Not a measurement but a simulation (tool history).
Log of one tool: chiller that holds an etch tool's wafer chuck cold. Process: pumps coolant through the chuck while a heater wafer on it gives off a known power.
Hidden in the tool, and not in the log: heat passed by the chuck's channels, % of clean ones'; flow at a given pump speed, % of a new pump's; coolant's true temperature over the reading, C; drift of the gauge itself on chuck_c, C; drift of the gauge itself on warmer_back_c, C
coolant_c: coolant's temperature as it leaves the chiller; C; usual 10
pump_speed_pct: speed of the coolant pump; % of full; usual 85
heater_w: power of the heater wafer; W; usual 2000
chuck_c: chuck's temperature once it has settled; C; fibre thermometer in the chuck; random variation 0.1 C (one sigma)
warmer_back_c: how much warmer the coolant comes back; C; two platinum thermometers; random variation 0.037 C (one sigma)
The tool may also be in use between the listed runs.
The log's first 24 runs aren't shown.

run,day,coolant_c,pump_speed_pct,heater_w,hours since the coolant was changed and the channels were flushed,hours since the pump was overhauled,hours since the chiller's thermometer was calibrated,chuck_c,warmer_back_c
25,138.396,5,87,2000,3320,8209,738,20.1,7.12
26,142.521,5,67,1037,3419,8308,837,15.0,4.87
27,150.083,19,73,2406,3601,8490,1019,40.5,10.16
28,154.946,14,76,1588,3718,8607,1136,27.4,6.48
29,159.900,10,86,2989,3837,8726,1255,32.6,10.67
30,163.829,17,92,1804,3931,8820,1349,29.9,6.07
31,171.175,10,67,2000,4107,8996,1525,29.2,9.29
# day 173.600: coolant pump overhauled
32,178.775,10,67,2000,4285,124,1702,29.3,9.30

3 ways to go on from here, each from the tool as it stands after run 32. What would each give?
# day 184.096: gauge calibrated
A,186.375,17,67,2000,4467,307,1885,?,?
# day 184.096: gauge calibrated
B,186.375,10,67,1816,4467,307,1885,?,?
# day 184.096: gauge calibrated
C,186.375,14,67,2000,4467,307,1885,?,?

run,chuck_c,warmer_back_c
A,36.3,9.08
B,27.5,8.23
C,33.3,9.05
Without the tool's hidden state the same runs would have given:
run,chuck_c,warmer_back_c
A,36.2,9.07
B,27.5,8.23
C,33.3,9.05

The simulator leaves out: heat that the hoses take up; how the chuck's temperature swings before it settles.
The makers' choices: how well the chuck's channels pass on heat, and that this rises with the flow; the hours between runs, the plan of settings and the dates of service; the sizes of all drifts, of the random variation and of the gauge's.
